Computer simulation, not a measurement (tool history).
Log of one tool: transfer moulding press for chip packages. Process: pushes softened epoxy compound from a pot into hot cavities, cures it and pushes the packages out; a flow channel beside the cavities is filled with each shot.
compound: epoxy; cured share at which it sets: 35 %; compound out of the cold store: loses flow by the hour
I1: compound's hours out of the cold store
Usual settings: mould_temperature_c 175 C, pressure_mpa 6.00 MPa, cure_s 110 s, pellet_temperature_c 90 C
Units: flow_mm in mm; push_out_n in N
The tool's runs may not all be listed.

{"run": 1, "hour": 0.0, "mould_temperature_c": 175, "pressure_mpa": 6.0, "cure_s": 110, "pellet_temperature_c": 90, "I1": 31.7, "flow_mm": 731, "push_out_n": 252}
{"hour": 34.0, "done": "cavities cleaned with cleaning compound and waxed"}
{"run": 2, "hour": 80.2, "mould_temperature_c": 175, "pressure_mpa": 6.0, "cure_s": 110, "pellet_temperature_c": 90, "I1": 29.2, "flow_mm": 742, "push_out_n": 263}
{"hour": 96.1, "done": "plunger's sealing rings changed"}
{"hour": 108.9, "done": "cavities cleaned with cleaning compound and waxed"}
{"run": 3, "hour": 127.0, "mould_temperature_c": 175, "pressure_mpa": 6.0, "cure_s": 110, "pellet_temperature_c": 90, "I1": 32.3, "flow_mm": 718, "push_out_n": 250}
{"hour": 180.3, "done": "cavities cleaned with cleaning compound and waxed"}
{"run": 4, "hour": 205.6, "mould_temperature_c": 175, "pressure_mpa": 6.0, "cure_s": 110, "pellet_temperature_c": 90, "I1": 28.3, "flow_mm": 747, "push_out_n": 264}
{"hour": 254.5, "done": "cavities cleaned with cleaning compound and waxed"}
{"run": 5, "hour": 280.7, "mould_temperature_c": 175, "pressure_mpa": 7.18, "cure_s": 110, "pellet_temperature_c": 90, "I1": 32.1, "flow_mm": 807, "push_out_n": 260}
{"hour": 327.1, "done": "cavities cleaned with cleaning compound and waxed"}
{"run": 6, "hour": 353.0, "mould_temperature_c": 175, "pressure_mpa": 6.0, "cure_s": 110, "pellet_temperature_c": 90, "I1": 27.0, "flow_mm": 756, "push_out_n": 251}
{"hour": 400.3, "done": "cavities cleaned with cleaning compound and waxed"}
{"run": 7, "hour": 436.5, "mould_temperature_c": 175, "pressure_mpa": 6.0, "cure_s": 110, "pellet_temperature_c": 90, "I1": 45.2, "flow_mm": 703, "push_out_n": 251}
{"hour": 463.2, "done": "plunger's sealing rings changed"}
{"hour": 472.4, "done": "cavities cleaned with cleaning compound and waxed"}
{"run": 8, "hour": 501.3, "mould_temperature_c": 175, "pressure_mpa": 6.0, "cure_s": 110, "pellet_temperature_c": 90, "I1": 15.3, "flow_mm": 785, "push_out_n": 265}
{"hour": 508.4, "done": "mould's thermocouples calibrated"}
{"hour": 547.4, "done": "cavities cleaned with cleaning compound and waxed"}
{"run": 9, "hour": 584.9, "mould_temperature_c": 175, "pressure_mpa": 6.0, "cure_s": 110, "pellet_temperature_c": 97, "I1": 38.3, "flow_mm": 718, "push_out_n": 257}
{"hour": 618.8, "done": "cavities cleaned with cleaning compound and waxed"}
{"run": 10, "hour": 681.9, "mould_temperature_c": 175, "pressure_mpa": 6.0, "cure_s": 110, "pellet_temperature_c": 97, "I1": 20.4, "flow_mm": 766, "push_out_n": 258}
{"hour": 689.0, "done": "cavities cleaned with cleaning compound and waxed"}
{"hour": 765.7, "done": "cavities cleaned with cleaning compound and waxed"}
{"run": 11, "hour": 769.3, "mould_temperature_c": 175, "pressure_mpa": 6.0, "cure_s": 110, "pellet_temperature_c": 97, "I1": 47.9, "flow_mm": 678, "push_out_n": 259}
{"hour": 831.3, "done": "plunger's sealing rings changed"}
{"hour": 838.0, "done": "cavities cleaned with cleaning compound and waxed"}
{"run": 12, "hour": 841.7, "mould_temperature_c": 175, "pressure_mpa": 6.0, "cure_s": 110, "pellet_temperature_c": 97, "I1": 32.7, "flow_mm": 731, "push_out_n": 251}
{"run": 13, "hour": 902.3, "mould_temperature_c": 175, "pressure_mpa": 6.0, "cure_s": 110, "pellet_temperature_c": 90, "I1": 10.7, "flow_mm": 809, "push_out_n": 259}
{"hour": 909.8, "done": "cavities cleaned with cleaning compound and waxed"}
{"run": 14, "hour": 968.2, "mould_temperature_c": 175, "pressure_mpa": 6.0, "cure_s": 110, "pellet_temperature_c": 90, "I1": 23.4, "flow_mm": 763, "push_out_n": 256}
{"hour": 982.5, "done": "cavities cleaned with cleaning compound and waxed"}
{"run": 15, "hour": 1040.5, "mould_temperature_c": 175, "pressure_mpa": 6.0, "cure_s": 102, "pellet_temperature_c": 90, "I1": 16.5, "flow_mm": 791, "push_out_n": 277}
{"hour": 1059.7, "done": "cavities cleaned with cleaning compound and waxed"}
{"run": 16, "hour": 1086.5, "mould_temperature_c": 175, "pressure_mpa": 6.0, "cure_s": 102, "pellet_temperature_c": 90, "I1": 11.2, "flow_mm": 811, "push_out_n": 275}
{"hour": 1133.7, "done": "cavities cleaned with cleaning compound and waxed"}
{"run": 17, "hour": 1134.0, "mould_temperature_c": 175, "pressure_mpa": 6.59, "cure_s": 102, "pellet_temperature_c": 84, "I1": 42.9, "flow_mm": 732, "push_out_n": 267}
{"hour": 1193.4, "done": "plunger's sealing rings changed"}
{"hour": 1209.4, "done": "cavities cleaned with cleaning compound and waxed"}
{"run": 18, "hour": 1211.6, "mould_temperature_c": 183, "pressure_mpa": 6.59, "cure_s": 109, "pellet_temperature_c": 88, "I1": 46.5, "flow_mm": 693, "push_out_n": 241}
{"hour": 1280.6, "done": "cavities cleaned with cleaning compound and waxed"}
{"run": 19, "hour": 1286.1, "mould_temperature_c": 183, "pressure_mpa": 5.5, "cure_s": 108, "pellet_temperature_c": 88, "I1": 27.1, "flow_mm": 687, "push_out_n": 237}
{"hour": 1354.3, "done": "cavities cleaned with cleaning compound and waxed"}
{"run": 20, "hour": 1377.0, "mould_temperature_c": 178, "pressure_mpa": 6.0, "cure_s": 141, "pellet_temperature_c": 90, "I1": 43.5, "flow_mm": 687, "push_out_n": 245}
{"hour": 1428.3, "done": "cavities cleaned with cleaning compound and waxed"}
{"run": 21, "hour": 1446.9, "mould_temperature_c": 178, "pressure_mpa": 5.92, "cure_s": 93, "pellet_temperature_c": 81, "I1": 39.1, "flow_mm": 697, "push_out_n": 260}
{"hour": 1502.1, "done": "cavities cleaned with cleaning compound and waxed"}
{"run": 22, "hour": 1507.9, "mould_temperature_c": 178, "pressure_mpa": 5.92, "cure_s": 93, "pellet_temperature_c": 81, "I1": 26.9, "flow_mm": 734, "push_out_n": 267}
{"hour": 1560.5, "done": "plunger's sealing rings changed"}
{"hour": 1574.9, "done": "cavities cleaned with cleaning compound and waxed"}
{"run": 23, "hour": 1576.3, "mould_temperature_c": 177, "pressure_mpa": 6.2, "cure_s": 93, "pellet_temperature_c": 81, "I1": 45.0, "flow_mm": 695, "push_out_n": 279}
{"hour": 1646.8, "done": "cavities cleaned with cleaning compound and waxed"}
{"run": 24, "hour": 1648.4, "mould_temperature_c": 182, "pressure_mpa": 6.0, "cure_s": 110, "pellet_temperature_c": 90, "I1": 44.3, "flow_mm": 674, "push_out_n": 239}
{"run": 25, "hour": 1700.8, "mould_temperature_c": 181, "pressure_mpa": 6.0, "cure_s": 110, "pellet_temperature_c": 90, "I1": 10.1, "flow_mm": 787, "push_out_n": 243}
{"hour": 1717.9, "done": "cavities cleaned with cleaning compound and waxed"}
{"hour": 1786.8, "done": "cavities cleaned with cleaning compound and waxed"}
{"hour": 1800.0, "done": "mould's thermocouples calibrated"}
{"run": 26, "hour": 1804.6, "mould_temperature_c": 181, "pressure_mpa": 6.0, "cure_s": 110, "pellet_temperature_c": 90, "I1": 33.8, "flow_mm": 711, "push_out_n": 235}
{"hour": 1859.5, "done": "cavities cleaned with cleaning compound and waxed"}
{"run": 27, "hour": 1859.5, "mould_temperature_c": 181, "pressure_mpa": 6.0, "cure_s": 110, "pellet_temperature_c": 90, "I1": 31.6, "flow_mm": 718, "push_out_n": 240}

Forecast each of these 3 alternatives for the next run:
{"hour": 1925.0, "done": "plunger's sealing rings changed"}
{"hour": 1931.7, "done": "cavities cleaned with cleaning compound and waxed"}
{"run": "A", "hour": 1939.9, "mould_temperature_c": 175, "pressure_mpa": 5.45, "cure_s": 110, "pellet_temperature_c": 90, "I1": 26.8, "flow_mm": "?", "push_out_n": "?"}
{"hour": 1925.0, "done": "plunger's sealing rings changed"}
{"hour": 1931.7, "done": "cavities cleaned with cleaning compound and waxed"}
{"run": "B", "hour": 1939.9, "mould_temperature_c": 175, "pressure_mpa": 5.01, "cure_s": 110, "pellet_temperature_c": 90, "I1": 40.4, "flow_mm": "?", "push_out_n": "?"}
{"hour": 1925.0, "done": "plunger's sealing rings changed"}
{"hour": 1931.7, "done": "cavities cleaned with cleaning compound and waxed"}
{"run": "C", "hour": 1939.9, "mould_temperature_c": 181, "pressure_mpa": 6.0, "cure_s": 103, "pellet_temperature_c": 80, "I1": 14.1, "flow_mm": "?", "push_out_n": "?"}

run=A flow_mm=723 push_out_n=262
run=B flow_mm=646 push_out_n=253
run=C flow_mm=775 push_out_n=237
Without the tool's hidden state the same runs would have given:
run=A flow_mm=724 push_out_n=262
run=B flow_mm=646 push_out_n=253
run=C flow_mm=775 push_out_n=236

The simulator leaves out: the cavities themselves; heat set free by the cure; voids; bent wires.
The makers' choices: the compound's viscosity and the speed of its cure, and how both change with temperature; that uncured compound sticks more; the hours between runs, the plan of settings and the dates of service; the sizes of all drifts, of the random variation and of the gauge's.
